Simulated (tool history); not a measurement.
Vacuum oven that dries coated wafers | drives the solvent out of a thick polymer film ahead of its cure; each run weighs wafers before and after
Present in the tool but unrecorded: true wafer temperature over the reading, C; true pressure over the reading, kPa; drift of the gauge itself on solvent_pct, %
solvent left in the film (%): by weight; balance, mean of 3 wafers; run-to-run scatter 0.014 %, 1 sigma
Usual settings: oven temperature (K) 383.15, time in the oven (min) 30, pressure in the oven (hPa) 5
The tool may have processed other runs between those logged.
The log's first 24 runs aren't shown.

| run | hour | oven temperature (K) | time in the oven (min) | pressure in the oven (hPa) | hours of work since the thermocouples were calibrated | hours of work since the vacuum gauge was cleaned of residue | solvent left in the film (%) |
|---|---|---|---|---|---|---|---|
| 25 | 235.2 | 383.15 | 30 | 4.29 | 871 | 31 | 3.75 |
| 26 | 244.3 | 383.15 | 44 | 3.65 | 878 | 38 | 2.08 |
|  | 247.3 | oven's thermocouples calibrated |
| 27 | 254.6 | 383.15 | 30 | 16.17 | 6 | 45 | 4.61 |
|  | 263.6 | vacuum gauge cleaned of residue and calibrated, once more |
| 28 | 267 | 372.15 | 25 | 5 | 14 | 3 | 7.68 |
| 29 | 273.6 | 383.15 | 30 | 16.49 | 19 | 8 | 4.59 |
| 30 | 281.8 | 394.15 | 18 | 12.58 | 26 | 14 | 4.49 |
| 31 | 294.9 | 392.15 | 21 | 5 | 36 | 25 | 4.02 |
| 32 | 308 | 392.15 | 21 | 5 | 46 | 35 | 4.02 |
| 33 | 315.9 | 392.15 | 21 | 5 | 53 | 41 | 3.99 |
| 34 | 323 | 383.15 | 46 | 7.5 | 58 | 47 | 2.37 |
| 35 | 336.3 | 382.15 | 52 | 3.51 | 69 | 57 | 1.94 |
| 36 | 347.4 | 382.15 | 30 | 3.59 | 77 | 66 | 4.38 |
| 37 | 359 | 377.15 | 16 | 13.35 | 86 | 75 | 8.74 |
| 38 | 372 | 383.15 | 15 | 4.99 | 97 | 85 | 7.65 |
| 39 | 385 | 389.15 | 30 | 14.08 | 107 | 95 | 3.2 |
| 40 | 398.3 | 389.15 | 30 | 14.08 | 117 | 106 | 3.21 |
| 41 | 410.7 | 389.15 | 25 | 15.64 | 127 | 115 | 4.09 |
| 42 | 416.4 | 386.15 | 24 | 3.4 | 131 | 120 | 4.61 |
| 43 | 424.2 | 374.15 | 24 | 6.88 | 137 | 126 | 7.44 |
| 44 | 433.2 | 383.15 | 40 | 2.53 | 145 | 133 | 2.76 |
| 45 | 439.9 | 387.15 | 30 | 5 | 150 | 138 | 3.32 |
| 46 | 449.7 | 387.15 | 30 | 5 | 157 | 146 | 3.35 |

Below are 4 alternative next runs, each starting from the tool's condition after run 46. Predict each:
| A | 459.4 | 383.15 | 22 | 6.67 | 165 | 153 | ? |
| B | 459.4 | 380.15 | 28 | 11.21 | 165 | 153 | ? |
| C | 459.4 | 383.15 | 53 | 7.41 | 165 | 153 | ? |
| D | 459.4 | 383.15 | 44 | 5 | 165 | 153 | ? |

| run | solvent left in the film (%) |
|---|---|
| A | 5.8 |
| B | 5.42 |
| C | 1.85 |
| D | 2.45 |
Stripped of hidden state, with their random variation kept, the same runs would have yielded:
| run | solvent left in the film (%) |
|---|---|
| A | 5.73 |
| B | 5.35 |
| C | 1.8 |
| D | 2.39 |
